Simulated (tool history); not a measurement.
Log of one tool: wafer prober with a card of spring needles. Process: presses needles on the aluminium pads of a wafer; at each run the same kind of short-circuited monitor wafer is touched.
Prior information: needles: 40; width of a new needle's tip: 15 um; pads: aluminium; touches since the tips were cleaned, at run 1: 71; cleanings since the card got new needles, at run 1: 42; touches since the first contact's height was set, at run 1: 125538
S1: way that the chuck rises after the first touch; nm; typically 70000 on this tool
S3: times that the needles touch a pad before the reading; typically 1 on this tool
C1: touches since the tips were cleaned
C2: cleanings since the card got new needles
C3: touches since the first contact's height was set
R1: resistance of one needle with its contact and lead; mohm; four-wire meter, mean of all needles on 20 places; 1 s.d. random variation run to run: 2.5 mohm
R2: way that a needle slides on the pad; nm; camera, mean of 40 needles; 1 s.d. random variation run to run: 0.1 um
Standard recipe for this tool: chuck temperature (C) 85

run 1 day=0.000 | S1=70000 chuck_temperature_(C)=85 S3=1 | C1=71 C2=42 C3=125538 | R1=283 R2=9410
-- day=0.200 tips cleaned on abrasive film
-- day=0.400 tips cleaned on abrasive film
run 2 day=0.488 | S1=70000 chuck_temperature_(C)=85 S3=1 | C1=1263 C2=44 C3=132425 | R1=283 R2=9360
-- day=0.642 tips cleaned on abrasive film
-- day=0.871 tips cleaned on abrasive film
-- day=1.104 tips cleaned on abrasive film
run 3 day=1.212 | S1=70000 chuck_temperature_(C)=85 S3=1 | C1=1561 C2=47 C3=142608 | R1=287 R2=9390
-- day=1.304 tips cleaned on abrasive film
-- day=1.542 tips cleaned on abrasive film
-- day=1.792 tips cleaned on abrasive film
run 4 day=1.800 | S1=70000 chuck_temperature_(C)=71 S3=1 | C1=140 C2=50 C3=150878 | R1=279 R2=9280
-- day=2.000 tips cleaned on abrasive film
-- day=2.250 tips cleaned on abrasive film
run 5 day=2.350 | S1=70000 chuck_temperature_(C)=85 S3=1 | C1=1418 C2=52 C3=158628 | R1=280 R2=9530
-- day=2.492 tips cleaned on abrasive film
-- day=2.738 tips cleaned on abrasive film
run 6 day=2.933 | S1=59000 chuck_temperature_(C)=85 S3=1 | C1=2789 C2=54 C3=166868 | R1=288 R2=7980
-- day=2.988 tips cleaned on abrasive film
-- day=3.217 tips cleaned on abrasive film
-- day=3.458 tips cleaned on abrasive film
run 7 day=3.642 | S1=59000 chuck_temperature_(C)=85 S3=1 | C1=2661 C2=57 C3=176850 | R1=288 R2=7960
-- day=3.696 tips cleaned on abrasive film
-- day=3.938 tips cleaned on abrasive film
-- day=4.138 tips cleaned on abrasive film
run 8 day=4.233 | S1=70000 chuck_temperature_(C)=85 S3=1 | C1=1384 C2=60 C3=185137 | R1=281 R2=9390
-- day=4.342 height of the first contact set anew
-- day=4.388 tips cleaned on abrasive film
-- day=4.629 tips cleaned on abrasive film
run 9 day=4.762 | S1=70000 chuck_temperature_(C)=85 S3=3 | C1=1940 C2=62 C3=5957 | R1=285 R2=9400
-- day=4.854 tips cleaned on abrasive film
-- day=5.054 tips cleaned on abrasive film
-- day=5.288 tips cleaned on abrasive film
run 10 day=5.288 | S1=70000 chuck_temperature_(C)=85 S3=3 | C1=0 C2=65 C3=13300 | R1=282 R2=9390
-- day=5.538 tips cleaned on abrasive film
-- day=5.779 tips cleaned on abrasive film
-- day=5.979 tips cleaned on abrasive film
run 11 day=6.050 | S1=70000 chuck_temperature_(C)=85 S3=1 | C1=1003 C2=68 C3=24054 | R1=284 R2=9380
-- day=6.204 tips cleaned on abrasive film
-- day=6.433 tips cleaned on abrasive film
run 12 day=6.433 | S1=70000 chuck_temperature_(C)=81 S3=1 | C1=0 C2=70 C3=29411 | R1=282 R2=9350
-- day=6.679 tips cleaned on abrasive film
run 13 day=6.825 | S1=71000 chuck_temperature_(C)=81 S3=1 | C1=2088 C2=71 C3=34971 | R1=282 R2=9580
-- day=6.917 tips cleaned on abrasive film
-- day=7.167 tips cleaned on abrasive film
run 14 day=7.212 | S1=70000 chuck_temperature_(C)=85 S3=1 | C1=690 C2=73 C3=40434 | R1=282 R2=9200
-- day=7.417 tips cleaned on abrasive film
-- day=7.662 tips cleaned on abrasive film
-- day=7.900 tips cleaned on abrasive film
run 15 day=7.917 | S1=70000 chuck_temperature_(C)=85 S3=1 | C1=207 C2=76 C3=50318 | R1=285 R2=9390
-- day=8.117 tips cleaned on abrasive film
-- day=8.367 tips cleaned on abrasive film
run 16 day=8.442 | S1=71000 chuck_temperature_(C)=51 S3=1 | C1=1106 C2=78 C3=57732 | R1=275 R2=9380
-- day=8.592 tips cleaned on abrasive film
-- day=8.833 tips cleaned on abrasive film
-- day=9.062 tips cleaned on abrasive film
run 17 day=9.212 | S1=71000 chuck_temperature_(C)=51 S3=1 | C1=2148 C2=81 C3=68610 | R1=267 R2=9560
-- day=9.267 tips cleaned on abrasive film
-- day=9.504 tips cleaned on abrasive film
run 18 day=9.612 | S1=57000 chuck_temperature_(C)=59 S3=1 | C1=1548 C2=83 C3=74235 | R1=281 R2=7760
-- day=9.717 tips cleaned on abrasive film
-- day=9.917 tips cleaned on abrasive film
-- day=10.117 tips cleaned on abrasive film
-- day=10.362 tips cleaned on abrasive film
run 19 day=10.517 | S1=54000 chuck_temperature_(C)=32 S3=2 | C1=2194 C2=87 C3=86913 | R1=277 R2=7190
-- day=10.567 tips cleaned on abrasive film
-- day=10.771 tips cleaned on abrasive film
-- day=11.012 tips cleaned on abrasive film
-- day=11.212 tips cleaned on abrasive film
run 20 day=11.354 | S1=64000 chuck_temperature_(C)=85 S3=1 | C1=2053 C2=91 C3=98712 | R1=283 R2=8510
-- day=11.458 tips cleaned on abrasive film
-- day=11.658 tips cleaned on abrasive film
-- day=11.879 tips cleaned on abrasive film
run 21 day=11.879 | S1=68000 chuck_temperature_(C)=78 S3=2 | C1=0 C2=94 C3=106069 | R1=282 R2=9050
-- day=12.079 tips cleaned on abrasive film
-- day=12.317 tips cleaned on abrasive film
-- day=12.517 tips cleaned on abrasive film
run 22 day=12.550 | S1=51000 chuck_temperature_(C)=39 S3=1 | C1=490 C2=97 C3=115487 | R1=275 R2=6910
-- day=12.750 tips cleaned on abrasive film
-- day=12.950 tips cleaned on abrasive film
-- day=13.200 tips cleaned on abrasive film
-- day=13.429 tips cleaned on abrasive film
run 23 day=13.429 | S1=85000 chuck_temperature_(C)=47 S3=1 | C1=30 C2=101 C3=127881 | R1=265 R2=11460
-- day=13.675 tips cleaned on abrasive film
-- day=13.912 tips cleaned on abrasive film
run 24 day=13.938 | S1=85000 chuck_temperature_(C)=48 S3=1 | C1=312 C2=103 C3=135002 | R1=269 R2=11490
-- day=14.138 tips cleaned on abrasive film
-- day=14.338 tips cleaned on abrasive film
-- day=14.579 tips cleaned on abrasive film
run 25 day=14.667 | S1=70000 chuck_temperature_(C)=85 S3=3 | C1=1284 C2=106 C3=145299 | R1=284 R2=9220
-- day=14.812 tips cleaned on abrasive film
-- day=15.050 tips cleaned on abrasive film
run 26 day=15.079 | S1=50000 chuck_temperature_(C)=58 S3=1 | C1=427 C2=108 C3=151088 | R1=281 R2=6700
-- day=15.271 tips cleaned on abrasive film
-- day=15.512 tips cleaned on abrasive film
-- day=15.758 tips cleaned on abrasive film
run 27 day=15.833 | S1=73000 chuck_temperature_(C)=58 S3=2 | C1=1053 C2=111 C3=161707 | R1=272 R2=9900
-- day=15.983 tips cleaned on abrasive film
-- day=16.221 tips cleaned on abrasive film
run 28 day=16.400 | S1=78000 chuck_temperature_(C)=73 S3=2 | C1=2581 C2=113 C3=169752 | R1=276 R2=10320

For run 29, what comes out?
-- day=16.454 tips cleaned on abrasive film
-- day=16.696 tips cleaned on abrasive film
run 29 day=16.792 | S1=78000 chuck_temperature_(C)=73 S3=2 | C1=1391 C2=115 C3=175229 | R1=? R2=?

R1: 276 mohm
R2: 10490 nm
The same run, on a tool lacking any hidden state, would have yielded R1 276 mohm, R2 10490 nm.
